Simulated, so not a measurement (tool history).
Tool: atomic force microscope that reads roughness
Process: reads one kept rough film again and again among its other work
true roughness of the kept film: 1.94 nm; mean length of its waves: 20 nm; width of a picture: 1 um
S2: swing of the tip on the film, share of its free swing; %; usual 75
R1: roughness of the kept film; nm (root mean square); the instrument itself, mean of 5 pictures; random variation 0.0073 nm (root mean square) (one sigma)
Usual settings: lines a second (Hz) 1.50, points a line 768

Run 1, hour 0.0: usual settings. Result: R1 1.310 nm (root mean square).
Run 2, hour 8.1: usual settings. Result: R1 1.301 nm (root mean square).
Run 3, hour 20.0: usual settings. Result: R1 1.261 nm (root mean square).
At hour 29.6: new tip fitted.
Run 4, hour 32.3: usual settings but lines a second (Hz) 0.76. Result: R1 1.548 nm (root mean square).
Run 5, hour 42.4: usual settings but lines a second (Hz) 2.84. Result: R1 1.400 nm (root mean square).
Run 6, hour 49.1: usual settings but lines a second (Hz) 2.47. Result: R1 1.400 nm (root mean square).
Run 7, hour 60.4: usual settings but S2 76 %. Result: R1 1.398 nm (root mean square).
Run 8, hour 73.2: usual settings but S2 76 %. Result: R1 1.365 nm (root mean square).
At hour 75.2: height scale calibrated on a step standard.
Run 9, hour 83.3: usual settings but lines a second (Hz) 1.58, S2 89 %. Result: R1 1.246 nm (root mean square).
Run 10, hour 96.8: usual settings but lines a second (Hz) 1.58, S2 89 %. Result: R1 1.224 nm (root mean square).
Run 11, hour 110.0: usual settings but S2 81 %. Result: R1 1.234 nm (root mean square).
At hour 120.6: new tip fitted.
Run 12, hour 122.6: usual settings but S2 81 %. Result: R1 1.480 nm (root mean square).

The same runs without the tool's hidden state, with the same run-to-run variation:
The hidden state here: radius of the tip, nm; height scale over the true one, %; drift of the gauge itself on roughness_nm, %.
run     R1
  1  1.519
  2  1.532
  3  1.523
  4  1.570
  5  1.457
  6  1.486
  7  1.522
  8  1.534
  9  1.430
 10  1.443
 11  1.496
 12  1.494
